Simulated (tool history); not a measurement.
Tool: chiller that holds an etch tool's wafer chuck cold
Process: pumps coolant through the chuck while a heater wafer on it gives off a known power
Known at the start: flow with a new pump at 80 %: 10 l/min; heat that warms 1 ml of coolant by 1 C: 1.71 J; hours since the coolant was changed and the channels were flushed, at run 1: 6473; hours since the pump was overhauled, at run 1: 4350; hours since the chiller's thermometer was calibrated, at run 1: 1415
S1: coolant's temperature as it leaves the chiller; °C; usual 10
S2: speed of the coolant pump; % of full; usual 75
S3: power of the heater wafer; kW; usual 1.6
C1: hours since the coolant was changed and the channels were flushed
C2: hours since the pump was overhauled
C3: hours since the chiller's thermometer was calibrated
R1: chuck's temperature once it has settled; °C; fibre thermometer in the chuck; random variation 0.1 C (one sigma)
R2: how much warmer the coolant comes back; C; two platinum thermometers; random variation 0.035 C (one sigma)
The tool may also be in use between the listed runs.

run,hour,S1,S2,S3,C1,C2,C3,R1,R2
1,0,10,75,1.6,6473,4350,1415,29.9,6.02
2,103.5,10,75,1.6,6577,4454,1518,29.9,6.02
3,169.3,10,75,1.6,6643,4520,1584,29.9,6
4,255.5,10,75,1.6,6729,4606,1670,29.8,5.93
5,396.6,10,75,1.6,6870,4747,1811,29.9,5.96
6,497.3,10,75,1.6,6971,4848,1912,29.8,5.91
# hour 600.5: coolant changed, channels flushed
7,632.6,10,75,1.6,32,4977,2041,29.9,5.9
8,759.8,10,75,1.6,159,5104,2169,29.8,5.88
9,898.6,20,75,1.6,298,5243,2307,39.9,5.84
10,1000.1,20,75,1.295,400,5345,2409,36,4.7
11,1140.8,10,89,2.236,540,5485,2550,35.3,6.82
12,1212.5,2,89,1.6,612,5557,2621,20,4.83
13,1301.6,2,89,1.6,701,5646,2710,20.1,4.84
14,1403.2,1,64,1.231,803,5748,2812,17.7,5.11
15,1496.7,1,64,1.231,896,5841,2905,17.6,5.13
16,1630.5,10,75,1.408,1030,5975,3039,27.5,4.97
17,1759.2,18,75,1.6,1159,6104,3168,37.7,5.65
18,1819.4,18,75,1.6,1219,6164,3228,37.8,5.65
19,1950.2,18,75,1.6,1350,6295,3359,37.9,5.58

Forecast each of these 5 alternatives for the next run:
# hour 1985.6: gauge calibrated
A,2028.2,9,74,1.694,1428,6373,3437,?,?
# hour 1985.6: gauge calibrated
B,2028.2,5,75,1.691,1428,6373,3437,?,?
# hour 1985.6: gauge calibrated
C,2028.2,10,66,1.024,1428,6373,3437,?,?
# hour 1985.6: gauge calibrated
D,2028.2,6,75,1.657,1428,6373,3437,?,?
# hour 1985.6: gauge calibrated
E,2028.2,8,84,1.6,1428,6373,3437,?,?

run,R1,R2
A,30.2,6.42
B,26.1,6.37
C,23.5,4.39
D,26.4,6.22
E,26.6,5.37
Without the tool's hidden state the same runs would have given:
run,R1,R2
A,30.2,6.42
B,26.1,6.37
C,23.5,4.39
D,26.4,6.23
E,26.6,5.37
